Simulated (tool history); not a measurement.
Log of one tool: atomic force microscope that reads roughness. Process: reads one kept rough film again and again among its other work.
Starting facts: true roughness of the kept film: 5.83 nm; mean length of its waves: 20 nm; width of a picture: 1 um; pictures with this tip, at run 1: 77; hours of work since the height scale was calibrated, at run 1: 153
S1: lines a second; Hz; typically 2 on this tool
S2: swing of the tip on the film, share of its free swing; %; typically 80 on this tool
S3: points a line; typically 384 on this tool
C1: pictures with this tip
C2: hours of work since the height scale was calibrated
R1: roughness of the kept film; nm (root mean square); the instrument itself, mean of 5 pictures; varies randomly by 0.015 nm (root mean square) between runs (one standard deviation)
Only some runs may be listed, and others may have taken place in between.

run 1 hour=0 | S1=2 S2=80 S3=384 | C1=77 C2=153 | R1=2.774
run 2 hour=32.5 | S1=2 S2=80 S3=558 | C1=126 C2=177 | R1=2.489
run 3 hour=61.8 | S1=2 S2=80 S3=558 | C1=171 C2=198 | R1=2.228
run 4 hour=101.5 | S1=2 S2=67 S3=384 | C1=232 C2=227 | R1=2.106
-- hour=110.8 new tip fitted
run 5 hour=150.9 | S1=3.06 S2=80 S3=384 | C1=61 C2=263 | R1=2.713
run 6 hour=174.8 | S1=2 S2=80 S3=384 | C1=97 C2=280 | R1=2.683
run 7 hour=229.2 | S1=1 S2=80 S3=384 | C1=180 C2=320 | R1=2.409
run 8 hour=265.1 | S1=1 S2=80 S3=384 | C1=235 C2=346 | R1=2.162
-- hour=273 new tip fitted
run 9 hour=290.5 | S1=1 S2=80 S3=384 | C1=26 C2=364 | R1=3.423
run 10 hour=339.2 | S1=1 S2=80 S3=384 | C1=100 C2=400 | R1=2.777
run 11 hour=367.5 | S1=2 S2=80 S3=885 | C1=144 C2=420 | R1=2.376
run 12 hour=405.9 | S1=2 S2=58 S3=885 | C1=202 C2=448 | R1=2.363
-- hour=433.8 new tip fitted
run 13 hour=457.8 | S1=2 S2=58 S3=885 | C1=37 C2=486 | R1=3.495
run 14 hour=488.7 | S1=2 S2=58 S3=885 | C1=84 C2=508 | R1=3.011
run 15 hour=526.1 | S1=2 S2=80 S3=531 | C1=141 C2=535 | R1=2.376
run 16 hour=562.6 | S1=2 S2=80 S3=531 | C1=196 C2=562 | R1=2.109
-- hour=593.4 new tip fitted
run 17 hour=593.8 | S1=0.68 S2=80 S3=531 | C1=0 C2=584 | R1=3.877
run 18 hour=621.9 | S1=2 S2=80 S3=384 | C1=43 C2=605 | R1=3.055
run 19 hour=662 | S1=3.3 S2=80 S3=384 | C1=104 C2=634 | R1=2.388
run 20 hour=690 | S1=3.3 S2=80 S3=384 | C1=147 C2=655 | R1=2.163
run 21 hour=716.2 | S1=3.3 S2=80 S3=384 | C1=187 C2=674 | R1=1.961
run 22 hour=741 | S1=2 S2=80 S3=384 | C1=225 C2=692 | R1=2.01
-- hour=756.3 new tip fitted
run 23 hour=765.1 | S1=2 S2=80 S3=384 | C1=14 C2=709 | R1=3.376
run 24 hour=803.5 | S1=2 S2=80 S3=384 | C1=72 C2=737 | R1=2.815
run 25 hour=836.1 | S1=2 S2=80 S3=384 | C1=122 C2=761 | R1=2.462
run 26 hour=866 | S1=2 S2=80 S3=384 | C1=168 C2=782 | R1=2.266
run 27 hour=896.7 | S1=2 S2=61 S3=384 | C1=214 C2=805 | R1=2.296
-- hour=917.1 new tip fitted
run 28 hour=929.8 | S1=2.52 S2=56 S3=986 | C1=19 C2=829 | R1=3.642
run 29 hour=982.9 | S1=2.03 S2=58 S3=945 | C1=100 C2=867 | R1=2.995
run 30 hour=1039.6 | S1=3.2 S2=74 S3=431 | C1=187 C2=909 | R1=2.107
run 31 hour=1062.9 | S1=1.28 S2=86 S3=901 | C1=222 C2=926 | R1=2.07
-- hour=1077.9 new tip fitted
run 32 hour=1100.7 | S1=1.2 S2=57 S3=292 | C1=35 C2=953 | R1=3.507
run 33 hour=1123.4 | S1=2.8 S2=59 S3=519 | C1=70 C2=969 | R1=3.089
run 34 hour=1160.5 | S1=2.67 S2=84 S3=484 | C1=126 C2=996 | R1=2.277
run 35 hour=1190.8 | S1=2.67 S2=81 S3=484 | C1=173 C2=1019 | R1=2.135
-- hour=1237.2 new tip fitted
run 36 hour=1246.6 | S1=2.67 S2=81 S3=484 | C1=14 C2=1059 | R1=3.203
run 37 hour=1275.4 | S1=0.68 S2=78 S3=384 | C1=58 C2=1080 | R1=3.271
run 38 hour=1302.7 | S1=1.03 S2=74 S3=410 | C1=99 C2=1100 | R1=2.89
run 39 hour=1334.2 | S1=1.03 S2=74 S3=410 | C1=147 C2=1123 | R1=2.607
run 40 hour=1384.3 | S1=0.99 S2=72 S3=397 | C1=224 C2=1159 | R1=2.211
-- hour=1400.7 new tip fitted
run 41 hour=1417.3 | S1=0.99 S2=80 S3=666 | C1=25 C2=1183 | R1=3.529
run 42 hour=1468.9 | S1=0.99 S2=80 S3=666 | C1=104 C2=1221 | R1=2.86
run 43 hour=1505.6 | S1=0.9 S2=80 S3=369 | C1=160 C2=1247 | R1=2.478
run 44 hour=1550.8 | S1=3.07 S2=64 S3=882 | C1=229 C2=1280 | R1=2.139
-- hour=1563.8 new tip fitted
run 45 hour=1601.5 | S1=3.07 S2=64 S3=882 | C1=58 C2=1317 | R1=3.117
run 46 hour=1634.1 | S1=3.07 S2=84 S3=287 | C1=107 C2=1341 | R1=2.255
run 47 hour=1686.8 | S1=1.29 S2=78 S3=334 | C1=188 C2=1379 | R1=2.268
run 48 hour=1713.4 | S1=1.29 S2=78 S3=334 | C1=228 C2=1398 | R1=2.1
-- hour=1723.4 new tip fitted
run 49 hour=1744.9 | S1=1.38 S2=87 S3=334 | C1=33 C2=1421 | R1=3.15
run 50 hour=1769 | S1=2.1 S2=77 S3=337 | C1=69 C2=1439 | R1=2.896
run 51 hour=1802 | S1=0.5 S2=86 S3=335 | C1=120 C2=1463 | R1=2.783
run 52 hour=1841.3 | S1=0.5 S2=86 S3=335 | C1=180 C2=1491 | R1=2.426

Consider 5 possible next runs. They are alternatives, not a sequence: every one starts from the tool as it was left by run 52. What does each give?
run A hour=1870.1 | S1=2 S2=70 S3=384 | C1=224 C2=1512 | R1=?
run B hour=1870.1 | S1=1.05 S2=80 S3=384 | C1=224 C2=1512 | R1=?
run C hour=1870.1 | S1=0.5 S2=56 S3=324 | C1=224 C2=1512 | R1=?
run D hour=1870.1 | S1=0.56 S2=86 S3=729 | C1=224 C2=1512 | R1=?
run E hour=1870.1 | S1=2 S2=67 S3=912 | C1=224 C2=1512 | R1=?

run=A R1=2.147
run=B R1=2.166
run=C R1=2.3
run=D R1=2.25
run=E R1=2.212
Stripped of hidden state, with their random variation kept, the same runs would have yielded:
run=A R1=3.727
run=B R1=3.765
run=C R1=3.999
run=D R1=3.907
run=E R1=3.841

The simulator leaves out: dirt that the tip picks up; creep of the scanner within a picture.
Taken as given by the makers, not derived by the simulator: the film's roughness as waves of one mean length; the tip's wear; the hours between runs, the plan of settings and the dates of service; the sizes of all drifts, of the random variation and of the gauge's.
